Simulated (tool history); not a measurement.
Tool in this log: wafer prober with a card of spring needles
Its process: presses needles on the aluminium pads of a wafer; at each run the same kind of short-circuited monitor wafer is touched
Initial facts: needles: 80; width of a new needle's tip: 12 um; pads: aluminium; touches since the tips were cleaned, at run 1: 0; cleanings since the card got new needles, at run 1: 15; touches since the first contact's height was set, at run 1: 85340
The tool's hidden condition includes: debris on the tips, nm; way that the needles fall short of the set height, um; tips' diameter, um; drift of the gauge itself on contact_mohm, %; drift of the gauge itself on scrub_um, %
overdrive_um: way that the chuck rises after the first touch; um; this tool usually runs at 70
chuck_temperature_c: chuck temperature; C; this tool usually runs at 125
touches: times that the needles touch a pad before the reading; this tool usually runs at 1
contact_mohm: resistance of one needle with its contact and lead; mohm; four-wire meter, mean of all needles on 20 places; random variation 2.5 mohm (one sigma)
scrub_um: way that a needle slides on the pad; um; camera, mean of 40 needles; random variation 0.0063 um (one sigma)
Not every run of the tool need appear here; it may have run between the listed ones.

run,hour,overdrive_um,chuck_temperature_c,touches,touches since the tips were cleaned,cleanings since the card got new needles,touches since the first contact's height was set,contact_mohm,scrub_um
1,0.0,70,125,1,0,15,85340,298,8.441
2,4.7,70,125,1,1847,15,87187,328,8.435
3,10.0,70,125,1,3975,15,89315,349,8.456
# hour 12.4: tips cleaned on abrasive film
4,17.0,70,125,1,1833,16,92046,321,8.421
# hour 24.9: tips cleaned on abrasive film
5,27.3,54,125,1,978,17,96081,335,6.474
6,35.6,54,125,1,4265,17,99368,378,6.473
# hour 37.9: tips cleaned on abrasive film
# hour 38.2: height of the first contact set anew
7,44.2,70,62,1,2354,18,2354,318,8.389
# hour 51.1: tips cleaned on abrasive film
8,53.3,70,62,1,868,19,5931,299,8.385
# hour 56.5: height of the first contact set anew, once more
9,61.6,70,62,1,4027,19,2024,333,8.536
# hour 64.0: tips cleaned on abrasive film
10,67.0,70,62,1,1220,20,4140,301,8.531
11,72.6,70,62,1,3410,20,6330,329,8.539
# hour 76.3: tips cleaned on abrasive film
12,78.2,70,49,1,751,21,8526,290,8.538
13,83.6,70,49,1,2866,21,10641,317,8.525
# hour 89.3: tips cleaned on abrasive film
14,90.9,88,49,1,644,22,13494,280,10.722
15,100.0,70,125,1,4253,22,17103,347,8.524
# hour 101.6: tips cleaned on abrasive film
16,108.4,76,125,1,2694,23,20410,324,9.242
# hour 114.0: tips cleaned on abrasive film
17,119.2,70,28,1,2075,24,24645,310,8.496
18,124.8,70,28,1,4293,24,26863,327,8.503
# hour 126.4: tips cleaned on abrasive film
19,134.1,64,26,3,3040,25,30493,287,7.757
# hour 139.2: tips cleaned on abrasive film
20,140.5,76,38,1,505,26,32986,276,9.226
21,145.9,84,38,3,2641,26,35122,276,10.199
# hour 151.8: tips cleaned on abrasive film
22,152.8,84,38,3,389,27,37822,265,10.185
23,163.1,59,68,2,4470,27,41903,330,7.137
# hour 164.9: tips cleaned on abrasive film
24,169.9,58,31,1,1971,28,44540,330,6.998
25,176.3,58,31,1,4502,28,47071,367,7.010
# hour 177.4: tips cleaned on abrasive film
26,182.0,70,80,1,1828,29,49279,317,8.457
27,187.3,60,30,1,3925,29,51376,346,7.242
# hour 189.8: tips cleaned on abrasive film
28,193.0,51,110,3,1271,30,53613,310,6.140
29,200.8,51,110,3,4349,30,56691,333,6.137
# hour 202.7: tips cleaned on abrasive film
30,209.1,51,110,3,2517,31,59937,323,6.116
# hour 215.6: tips cleaned on abrasive film
31,216.6,70,27,2,418,32,62884,271,8.433
32,225.7,75,107,1,3989,32,66455,341,9.061
# hour 228.4: tips cleaned on abrasive film
33,234.1,75,107,1,2231,33,69742,329,9.042

A few steps of contact_mohm between consecutive runs. Split each: what settings, incoming material and random variation would produce without the hidden state, and what is left over for the hidden state, along with gauge scatter present in only one of the two compared results (measured, and without hidden state):
Run 5 -> 6: settings left as they were, no log entry in between. contact_mohm +43 mohm: hidden state +50, all else -7.
Run 14 -> 15: overdrive_um 88 -> 70, chuck_temperature_c 49 -> 125. contact_mohm +67 mohm: hidden state +42, all else +25.
Run 22 -> 23: overdrive_um 84 -> 59, chuck_temperature_c 38 -> 68, touches 3 -> 2. contact_mohm +65 mohm: hidden state +48, all else +17.
Run 25 -> 26: overdrive_um 58 -> 70, chuck_temperature_c 31 -> 80, tips cleaned on abrasive film. contact_mohm -50 mohm: hidden state -61, all else +11.
Run 27 -> 28: overdrive_um 60 -> 51, chuck_temperature_c 30 -> 110, touches 1 -> 3, tips cleaned on abrasive film. contact_mohm -36 mohm: hidden state -66, all else +30.
Run 31 -> 32: overdrive_um 70 -> 75, chuck_temperature_c 27 -> 107, touches 2 -> 1. contact_mohm +70 mohm: hidden state +45, all else +25.

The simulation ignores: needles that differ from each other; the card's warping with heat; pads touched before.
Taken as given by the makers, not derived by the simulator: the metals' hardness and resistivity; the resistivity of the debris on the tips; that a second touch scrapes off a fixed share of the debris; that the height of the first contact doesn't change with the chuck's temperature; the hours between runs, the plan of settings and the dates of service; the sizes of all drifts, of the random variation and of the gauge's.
